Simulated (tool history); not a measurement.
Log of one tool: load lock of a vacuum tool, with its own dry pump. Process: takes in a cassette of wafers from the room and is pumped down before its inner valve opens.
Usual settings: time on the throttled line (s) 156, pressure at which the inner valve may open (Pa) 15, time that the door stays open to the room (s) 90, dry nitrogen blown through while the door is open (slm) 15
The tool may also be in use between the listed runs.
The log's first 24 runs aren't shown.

run	hour	time on the throttled line (s)	pressure at which the inner valve may open (Pa)	time that the door stays open to the room (s)	dry nitrogen blown through while the door is open (slm)	hours that the pump has run since its overhaul	times that the door has closed on its seal	incoming humidity of the room's air, %	time from the closed door until the inner valve may open (s)	rise of the pressure with all valves shut (Pa/min)
25	11758.6	306	15	42	15	10336	9285	45.9	389.5	0.025
26	12439.3	198	15	90	15	11016	10850	48.4	311.4	0.039
27	12942.4	156	15	122	15	11520	12006	43.8	283.3	0.036
28	13496.1	80	15	90	10	12073	13278	43.7	233.6	0.048
29	13970.9	238	12	90	18	12548	14369	46.9	346.1	0.04
30	14578.9	238	12	90	18	13156	15766	42.3	348.6	0.046
31	14944	156	11	90	15	13521	16605	47.8	295.3	0.045
# hour 15142.6: dry pump taken out, an overhauled one fitted
32	15558.8	156	11	90	15	416	18004	43.5	269.6	0.053
33	15909.8	126	11	188	15	767	18811	43.2	247.2	0.059
34	16516.7	165	23	198	7	1374	20205	47.9	264.9	0.08
35	17041.7	156	26	90	16	1899	21412	43.1	257.2	0.063
36	17526.1	156	26	90	16	2384	22525	45.7	259.7	0.065
37	17886	156	26	90	16	2743	23352	43.9	256.6	0.065

3 ways to go on from here, each from the tool as it stands after run 37. What would each give?
A	18354	208	26	90	7	3211	24427	38	?	?
B	18354	125	26	90	16	3211	24427	42.9	?	?
C	18354	94	15	136	10	3211	24427	43.4	?	?

run	time from the closed door until the inner valve may open (s)	rise of the pressure with all valves shut (Pa/min)
A	297.2	0.075
B	233.6	0.072
C	223.1	0.083
Without the tool's hidden state the same runs would have given:
run	time from the closed door until the inner valve may open (s)	rise of the pressure with all valves shut (Pa/min)
A	292.1	0.024
B	227.3	0.02
C	215.7	0.032
